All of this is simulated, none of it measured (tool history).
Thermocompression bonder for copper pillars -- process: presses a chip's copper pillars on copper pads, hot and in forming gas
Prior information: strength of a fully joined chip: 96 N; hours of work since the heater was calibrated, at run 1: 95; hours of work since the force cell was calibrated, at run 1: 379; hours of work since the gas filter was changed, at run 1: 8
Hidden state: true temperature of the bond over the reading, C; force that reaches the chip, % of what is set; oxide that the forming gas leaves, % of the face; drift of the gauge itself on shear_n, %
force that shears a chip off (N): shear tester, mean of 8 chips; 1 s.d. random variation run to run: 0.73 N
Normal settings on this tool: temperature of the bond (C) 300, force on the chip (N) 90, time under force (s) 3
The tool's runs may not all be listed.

run,hour,temperature of the bond (C),force on the chip (N),time under force (s),hours of work since the heater was calibrated,hours of work since the force cell was calibrated,hours of work since the gas filter was changed,force that shears a chip off (N)
1,0.0,300,90,3,95,379,8,52.0
2,13.4,300,90,3,100,385,14,53.9
3,37.2,300,90,3,110,395,24,54.5
4,60.8,300,90,3,120,404,33,54.3
5,76.6,300,90,3,127,411,40,54.4
6,94.2,292,90,3,134,418,47,49.7
7,111.1,292,90,3,141,425,54,48.8
8,125.9,292,90,3,147,432,61,49.4
9,142.7,294,90,3,154,439,68,50.1
10,165.0,300,90,3,163,448,77,54.5
11,176.2,300,90,3,168,452,82,54.2
12,190.1,300,94,3,174,458,87,55.6
# hour 192.7: force cell calibrated
13,206.9,300,94,3,180,6,94,54.4
14,227.6,300,112,3,189,15,102,60.0
# hour 249.6: force cell calibrated, once more
15,253.1,300,112,3,199,1,112,57.6
16,267.0,300,112,3,205,7,118,56.7
17,284.2,300,90,2,212,14,125,44.5
18,304.1,300,90,2,220,23,134,44.8
19,315.0,300,56,2,225,27,138,32.7
20,335.3,300,107,3,233,36,147,57.2
21,348.6,300,90,2,239,41,152,45.4
22,369.1,300,90,2,247,50,161,44.3
23,391.4,300,90,2,256,59,170,43.4
24,409.8,300,90,2,264,67,178,44.1
25,420.4,299,99,3,269,71,182,53.2
26,434.2,324,90,3,274,77,188,62.7
27,451.9,300,98,2,282,84,195,46.3
28,476.0,270,115,3,292,94,205,41.5
29,492.7,287,64,4,299,101,212,38.7
30,506.7,287,64,4,304,107,218,39.3
31,521.4,320,66,4,311,113,224,55.9
32,541.7,300,56,5,319,122,232,45.7
33,556.7,313,56,3,325,128,239,42.7
34,579.3,273,76,3,335,137,248,32.1
35,601.6,300,65,2,344,147,257,34.2
36,612.9,295,57,2,349,151,262,29.5
37,624.0,287,133,8,353,156,267,68.7
38,640.7,299,93,2,360,163,274,43.7
39,660.2,283,96,8,368,171,282,59.6
# hour 670.6: forming gas filter changed
40,672.1,305,82,2,373,176,1,48.6

For each entry between runs, how does the tool's hidden state at the last listed run before it compare with that at the first listed run after it?
Between runs 12 and 13: force cell calibrated (hour 192.7)
  force that reaches the chip, % of what is set: 104.7 -> 105.5; oxide that the forming gas leaves, % of the face: 4.21 -> 4.48
  difference, measured minus the result without the unlogged condition, force that shears a chip off (N): +0.3 -> +0.4
Between runs 14 and 15: force cell calibrated, once more (hour 249.6)
  true temperature of the bond over the reading, C: 1.8 -> 1.9; force that reaches the chip, % of what is set: 105.5 -> 100.3; oxide that the forming gas leaves, % of the face: 4.81 -> 5.24
  difference, measured minus the result without the unlogged condition, force that shears a chip off (N): +0.0 -> -1.8
Between runs 39 and 40: forming gas filter changed (hour 670.6)
  true temperature of the bond over the reading, C: 3.8 -> 3.9; force that reaches the chip, % of what is set: 102 -> 102.1; oxide that the forming gas leaves, % of the face: 12.19 -> 0.7
  difference, measured minus the result without the unlogged condition, force that shears a chip off (N): -4.8 -> +2.6
